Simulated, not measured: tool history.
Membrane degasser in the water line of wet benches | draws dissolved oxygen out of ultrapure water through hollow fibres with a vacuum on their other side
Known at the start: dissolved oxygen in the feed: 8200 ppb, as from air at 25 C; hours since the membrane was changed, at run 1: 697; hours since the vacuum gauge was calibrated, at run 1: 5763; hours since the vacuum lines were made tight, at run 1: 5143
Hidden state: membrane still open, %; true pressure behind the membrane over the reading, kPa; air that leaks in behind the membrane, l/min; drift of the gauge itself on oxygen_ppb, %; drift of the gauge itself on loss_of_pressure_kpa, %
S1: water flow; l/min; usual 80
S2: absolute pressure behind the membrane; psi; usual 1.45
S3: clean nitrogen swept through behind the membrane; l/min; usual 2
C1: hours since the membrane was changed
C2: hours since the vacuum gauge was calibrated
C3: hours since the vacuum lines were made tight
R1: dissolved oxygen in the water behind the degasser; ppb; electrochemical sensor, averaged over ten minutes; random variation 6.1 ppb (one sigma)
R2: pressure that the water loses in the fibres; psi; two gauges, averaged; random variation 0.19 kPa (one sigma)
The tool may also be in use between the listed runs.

| run | day | S1 | S2 | S3 | C1 | C2 | C3 | R1 | R2 |
|---|---|---|---|---|---|---|---|---|---|
| 1 | 0 | 80 | 1.45 | 2 | 697 | 5763 | 5143 | 717.9 | 5.723 |
| 2 | 2.492 | 80 | 1.45 | 2 | 757 | 5823 | 5203 | 733.4 | 5.659 |
| 3 | 5.054 | 80 | 1.45 | 2 | 818 | 5885 | 5264 | 726.9 | 5.751 |
| 4 | 7.658 | 80 | 1.45 | 2 | 881 | 5947 | 5327 | 725.1 | 5.777 |
| 5 | 9.438 | 80 | 1.45 | 2 | 924 | 5990 | 5369 | 731.2 | 5.783 |
| 6 | 11.425 | 61 | 1.45 | 2 | 971 | 6038 | 5417 | 518.8 | 4.39 |
| 7 | 13.117 | 61 | 0.94 | 2.29 | 1012 | 6078 | 5458 | 287.2 | 4.377 |
|  | 13.417 | vacuum gauge calibrated |
| 8 | 15.508 | 55 | 1.45 | 3.08 | 1069 | 50 | 5515 | 333.5 | 3.948 |
| 9 | 17.304 | 110 | 3.41 | 2.41 | 1112 | 93 | 5558 | 1909.6 | 7.939 |
| 10 | 18.608 | 72 | 1.12 | 2.8 | 1143 | 125 | 5589 | 407.9 | 5.203 |
| 11 | 20.112 | 80 | 2.57 | 1.24 | 1179 | 161 | 5625 | 1651.5 | 5.755 |
|  | 23.033 | vacuum gauge calibrated, once more |
| 12 | 23.133 | 80 | 2.57 | 1.24 | 1251 | 2 | 5697 | 1600.6 | 5.784 |

4 ways to go on from here, each from the tool as it stands after run 12. What would each give?
| A | 25.658 | 59 | 2.31 | 2 | 1312 | 63 | 5758 | ? | ? |
| B | 25.658 | 80 | 2.57 | 1.38 | 1312 | 63 | 5758 | ? | ? |
| C | 25.658 | 80 | 1.38 | 5.17 | 1312 | 63 | 5758 | ? | ? |
| D | 25.658 | 88 | 1.84 | 3.56 | 1312 | 63 | 5758 | ? | ? |

| run | R1 | R2 |
|---|---|---|
| A | 797.1 | 4.244 |
| B | 1510.4 | 5.781 |
| C | 415.3 | 5.758 |
| D | 731 | 6.344 |
Without the tool's hidden state the same runs would have given:
| run | R1 | R2 |
|---|---|---|
| A | 790.6 | 4.193 |
| B | 1504.1 | 5.713 |
| C | 405.5 | 5.69 |
| D | 719.3 | 6.27 |
